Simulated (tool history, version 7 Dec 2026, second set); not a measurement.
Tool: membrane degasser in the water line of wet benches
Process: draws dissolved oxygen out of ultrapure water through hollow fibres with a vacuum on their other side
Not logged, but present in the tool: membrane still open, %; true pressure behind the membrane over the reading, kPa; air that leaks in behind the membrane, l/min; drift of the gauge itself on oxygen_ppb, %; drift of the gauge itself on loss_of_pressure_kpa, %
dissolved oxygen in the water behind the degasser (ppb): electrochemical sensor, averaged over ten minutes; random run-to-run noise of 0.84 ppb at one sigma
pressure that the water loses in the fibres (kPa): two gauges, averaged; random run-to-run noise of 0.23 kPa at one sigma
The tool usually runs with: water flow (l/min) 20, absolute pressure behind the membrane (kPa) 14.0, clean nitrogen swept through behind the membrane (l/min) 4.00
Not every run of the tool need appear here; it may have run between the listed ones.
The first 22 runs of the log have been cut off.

run     day  water flow (l/min)  absolute pressure behind the membrane (kPa)  clean nitrogen swept through behind the membrane (l/min)  hours since the membrane was changed  hours since the vacuum gauge was calibrated  hours since the vacuum lines were made tight  dissolved oxygen in the water behind the degasser (ppb)  pressure that the water loses in the fibres (kPa)
 23  50.279                  17                                         31.5                                                      2.09                                  1636                                          688                                           902                                                    525.9                                              50.87
 24  53.350                  17                                         19.0                                                      3.44                                  1710                                          762                                           975                                                    191.5                                              50.75
 25  55.762                  17                                         19.0                                                      3.44                                  1768                                          820                                          1033                                                    191.1                                              50.39
 26  57.975                  30                                         14.0                                                      3.09                                  1821                                          873                                          1086                                                    269.9                                              89.76
 27  60.138                  17                                         28.8                                                      2.65                                  1873                                          925                                          1138                                                    389.4                                              50.90
 28  62.379                  21                                         14.0                                                      4.00                                  1927                                          978                                          1192                                                    144.9                                              62.63
 29  64.692                  21                                         14.0                                                      4.00                                  1982                                         1034                                          1247                                                    144.1                                              62.75
 30  67.033                  21                                         13.7                                                      4.00                                  2038                                         1090                                          1304                                                    141.5                                              62.71
 31  68.479                  21                                         13.7                                                      4.00                                  2073                                         1125                                          1338                                                    141.0                                              62.81
 32  71.400                  20                                         11.2                                                      9.47                                  2143                                         1195                                          1408                                                     48.4                                              60.26
 33  73.438                  27                                          9.0                                                      3.04                                  2192                                         1244                                          1457                                                    142.6                                              80.64

3 options for the next run, each taken on its own from the tool as it stands now. Forecast them:
  A  75.225                  19                                         19.1                                                     10.96                                  2235                                         1287                                          1500                                                        ?                                                  ?
  B  75.225                  17                                          9.0                                                      3.04                                  2235                                         1287                                          1500                                                        ?                                                  ?
  C  75.225                  20                                         14.0                                                      4.29                                  2235                                         1287                                          1500                                                        ?                                                  ?

run  dissolved oxygen in the water behind the degasser (ppb)  pressure that the water loses in the fibres (kPa)
  A                                                     75.1                                              57.04
  B                                                     83.0                                              50.72
  C                                                    129.2                                              59.77
Had the tool no hidden state, the same runs would have come out as:
run  dissolved oxygen in the water behind the degasser (ppb)  pressure that the water loses in the fibres (kPa)
  A                                                     73.3                                              55.99
  B                                                     80.2                                              49.78
  C                                                    126.1                                              58.67
